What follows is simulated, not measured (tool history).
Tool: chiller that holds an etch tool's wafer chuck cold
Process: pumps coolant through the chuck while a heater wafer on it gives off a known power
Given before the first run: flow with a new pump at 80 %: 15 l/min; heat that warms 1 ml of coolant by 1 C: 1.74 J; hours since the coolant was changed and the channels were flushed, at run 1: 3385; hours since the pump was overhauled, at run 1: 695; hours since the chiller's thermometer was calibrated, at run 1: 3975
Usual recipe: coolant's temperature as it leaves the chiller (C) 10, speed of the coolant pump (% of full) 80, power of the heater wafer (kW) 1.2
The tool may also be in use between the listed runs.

| run | hour | coolant's temperature as it leaves the chiller (C) | speed of the coolant pump (% of full) | power of the heater wafer (kW) | hours since the coolant was changed and the channels were flushed | hours since the pump was overhauled | hours since the chiller's thermometer was calibrated | chuck's temperature once it has settled (C) | how much warmer the coolant comes back (C) |
|---|---|---|---|---|---|---|---|---|---|
| 1 | 0 | 10 | 80 | 1.2 | 3385 | 695 | 3975 | 18.5 | 2.71 |
| 2 | 122.8 | 10 | 80 | 1.176 | 3508 | 818 | 4098 | 18.4 | 2.67 |
| 3 | 248.2 | 10 | 80 | 1.2 | 3633 | 943 | 4223 | 18.3 | 2.69 |
| 4 | 315.8 | 10 | 80 | 1.2 | 3701 | 1011 | 4291 | 18.4 | 2.71 |
| 5 | 393.6 | 10 | 80 | 0.801 | 3779 | 1088 | 4369 | 15.5 | 1.76 |
| 6 | 530.2 | 10 | 80 | 0.801 | 3915 | 1225 | 4505 | 15.6 | 1.76 |
| 7 | 677.7 | 10 | 80 | 0.801 | 4063 | 1373 | 4653 | 15.4 | 1.77 |
| 8 | 798.7 | 10 | 80 | 0.801 | 4184 | 1494 | 4774 | 15.6 | 1.71 |
| 9 | 887.7 | 10 | 80 | 0.801 | 4273 | 1583 | 4863 | 15.8 | 1.7 |
| 10 | 982.7 | 10 | 80 | 0.801 | 4368 | 1678 | 4958 | 15.4 | 1.71 |
| 11 | 1097.2 | 10 | 80 | 1.2 | 4482 | 1792 | 5072 | 18.4 | 2.59 |
| 12 | 1237 | 10 | 80 | 1.2 | 4622 | 1932 | 5212 | 18.4 | 2.62 |
|  | 1271 | chiller's thermometer calibrated |
| 13 | 1366 | 7 | 80 | 1.2 | 4750 | 2060 | 95 | 15.3 | 2.59 |
| 14 | 1472.6 | 10 | 80 | 0.689 | 4857 | 2167 | 202 | 14.8 | 1.41 |
| 15 | 1557.7 | 10 | 80 | 0.689 | 4942 | 2252 | 287 | 14.6 | 1.36 |
| 16 | 1647.7 | 10 | 68 | 1.2 | 5032 | 2342 | 377 | 19.1 | 3.04 |
| 17 | 1775.3 | 10 | 68 | 1.382 | 5159 | 2469 | 504 | 20.8 | 3.51 |
| 18 | 1867.8 | 16 | 77 | 1.382 | 5252 | 2562 | 597 | 25.9 | 3.03 |
| 19 | 1956.1 | 18 | 80 | 1.764 | 5340 | 2650 | 685 | 30.3 | 3.75 |
| 20 | 2066.3 | 12 | 86 | 1.764 | 5450 | 2760 | 795 | 23.7 | 3.51 |
| 21 | 2169.3 | 20 | 86 | 1.204 | 5553 | 2863 | 898 | 28 | 2.3 |
| 22 | 2236.5 | 20 | 86 | 1.204 | 5620 | 2930 | 965 | 27.8 | 2.29 |
| 23 | 2354.6 | 5 | 61 | 0.601 | 5739 | 3048 | 1084 | 9.9 | 1.54 |
|  | 2433.4 | coolant changed, channels flushed |
| 24 | 2445.9 | 20 | 83 | 0.777 | 12 | 3134 | 1169 | 25.4 | 1.43 |
| 25 | 2514.3 | 20 | 60 | 1.428 | 81 | 3202 | 1237 | 32.2 | 4.06 |
| 26 | 2627.1 | 5 | 80 | 1.2 | 194 | 3315 | 1350 | 13.4 | 2.43 |
| 27 | 2707.7 | 16 | 81 | 0.755 | 274 | 3396 | 1431 | 21.4 | 1.34 |
| 28 | 2832.9 | 16 | 81 | 0.755 | 399 | 3521 | 1556 | 21.1 | 1.3 |
| 29 | 2966.7 | 9 | 71 | 0.881 | 533 | 3655 | 1690 | 15.6 | 1.97 |
| 30 | 3064.3 | 10 | 68 | 1.2 | 631 | 3752 | 1787 | 19.3 | 2.83 |
| 31 | 3196.4 | 10 | 72 | 0.975 | 763 | 3884 | 1919 | 17.3 | 2.08 |
| 32 | 3309.6 | 10 | 72 | 0.975 | 876 | 3997 | 2033 | 17.4 | 2.08 |

Measured result minus the same run's result without the hidden state. Both carry the same run-to-run variation, though not necessarily the same gauge scatter:
The hidden state here: heat passed by the chuck's channels, % of clean ones'; flow at a given pump speed, % of a new pump's; coolant's true temperature over the reading, C; drift of the gauge itself on chuck_c, C; drift of the gauge itself on warmer_back_c, C.
| run | how much warmer the coolant comes back (C) |
|---|---|
| 1 | +0 |
| 2 | -0.01 |
| 3 | -0.03 |
| 4 | -0.04 |
| 5 | -0.05 |
| 6 | -0.07 |
| 7 | -0.09 |
| 8 | -0.11 |
| 9 | -0.12 |
| 10 | -0.13 |
| 11 | -0.14 |
| 12 | -0.17 |
| 13 | -0.18 |
| 14 | -0.2 |
| 15 | -0.2 |
| 16 | -0.21 |
| 17 | -0.23 |
| 18 | -0.25 |
| 19 | -0.26 |
| 20 | -0.27 |
| 21 | -0.28 |
| 22 | -0.3 |
| 23 | -0.31 |
| 24 | -0.32 |
| 25 | -0.33 |
| 26 | -0.35 |
| 27 | -0.36 |
| 28 | -0.38 |
| 29 | -0.39 |
| 30 | -0.41 |
| 31 | -0.43 |
| 32 | -0.44 |
chuck's temperature once it has settled (C) without the hidden state stays within 0.1 of what was measured, in all runs.

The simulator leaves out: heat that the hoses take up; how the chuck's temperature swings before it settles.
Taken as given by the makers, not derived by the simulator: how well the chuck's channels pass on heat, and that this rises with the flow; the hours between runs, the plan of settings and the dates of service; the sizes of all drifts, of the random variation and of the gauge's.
